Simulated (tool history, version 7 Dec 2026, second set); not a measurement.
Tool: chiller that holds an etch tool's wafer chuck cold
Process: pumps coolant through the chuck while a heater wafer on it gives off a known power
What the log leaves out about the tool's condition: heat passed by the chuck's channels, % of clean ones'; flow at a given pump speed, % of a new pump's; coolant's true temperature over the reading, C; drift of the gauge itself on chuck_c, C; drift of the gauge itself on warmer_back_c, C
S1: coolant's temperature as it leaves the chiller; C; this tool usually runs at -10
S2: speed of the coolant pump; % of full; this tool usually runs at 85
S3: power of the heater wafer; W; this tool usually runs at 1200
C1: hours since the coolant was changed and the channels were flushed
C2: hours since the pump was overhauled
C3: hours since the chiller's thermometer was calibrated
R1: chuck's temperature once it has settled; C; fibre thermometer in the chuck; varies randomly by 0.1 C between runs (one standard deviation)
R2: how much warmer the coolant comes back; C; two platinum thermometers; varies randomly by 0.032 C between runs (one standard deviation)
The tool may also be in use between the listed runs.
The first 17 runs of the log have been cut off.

run 18 hour=797.5 | S1=-18 S2=68 S3=662 | C1=5066 C2=3295 C3=1876 | R1=-7.5 R2=2.38
-- hour=807.1 coolant pump overhauled
run 19 hour=845.9 | S1=-18 S2=68 S3=662 | C1=5109 C2=39 C3=1919 | R1=-7.4 R2=2.48
run 20 hour=904.3 | S1=-15 S2=78 S3=1618 | C1=5168 C2=97 C3=1978 | R1=8.1 R2=5.30
run 21 hour=974.2 | S1=-15 S2=78 S3=1618 | C1=5237 C2=167 C3=2048 | R1=8.0 R2=5.30
run 22 hour=1012.4 | S1=-15 S2=78 S3=1618 | C1=5276 C2=205 C3=2086 | R1=8.1 R2=5.26
run 23 hour=1055.9 | S1=-15 S2=78 S3=1618 | C1=5319 C2=249 C3=2129 | R1=8.1 R2=5.29
run 24 hour=1115.0 | S1=-10 S2=85 S3=1245 | C1=5378 C2=308 C3=2189 | R1=6.7 R2=3.84
run 25 hour=1178.5 | S1=-10 S2=85 S3=1245 | C1=5442 C2=371 C3=2252 | R1=6.9 R2=3.78
-- hour=1198.6 coolant pump overhauled, once more
run 26 hour=1250.3 | S1=-11 S2=85 S3=1147 | C1=5509 C2=52 C3=2319 | R1=3.7 R2=3.26
run 27 hour=1310.2 | S1=-7 S2=67 S3=1354 | C1=5568 C2=112 C3=2379 | R1=14.1 R2=4.88
run 28 hour=1359.4 | S1=-7 S2=67 S3=1354 | C1=5618 C2=161 C3=2428 | R1=14.0 R2=4.77
run 29 hour=1406.7 | S1=-10 S2=64 S3=1050 | C1=5665 C2=208 C3=2475 | R1=7.1 R2=3.91

Run 30 has not been measured yet. What should we expect?
run 30 hour=1438.9 | S1=-10 S2=64 S3=1050 | C1=5697 C2=240 C3=2507 | R1=? R2=?

{"run 30": {"R1": 7.4, "R2": 3.92}}
If the tool had no hidden condition, the same run with the same run-to-run variation would have returned R1 4.6 C, R2 3.93 C.

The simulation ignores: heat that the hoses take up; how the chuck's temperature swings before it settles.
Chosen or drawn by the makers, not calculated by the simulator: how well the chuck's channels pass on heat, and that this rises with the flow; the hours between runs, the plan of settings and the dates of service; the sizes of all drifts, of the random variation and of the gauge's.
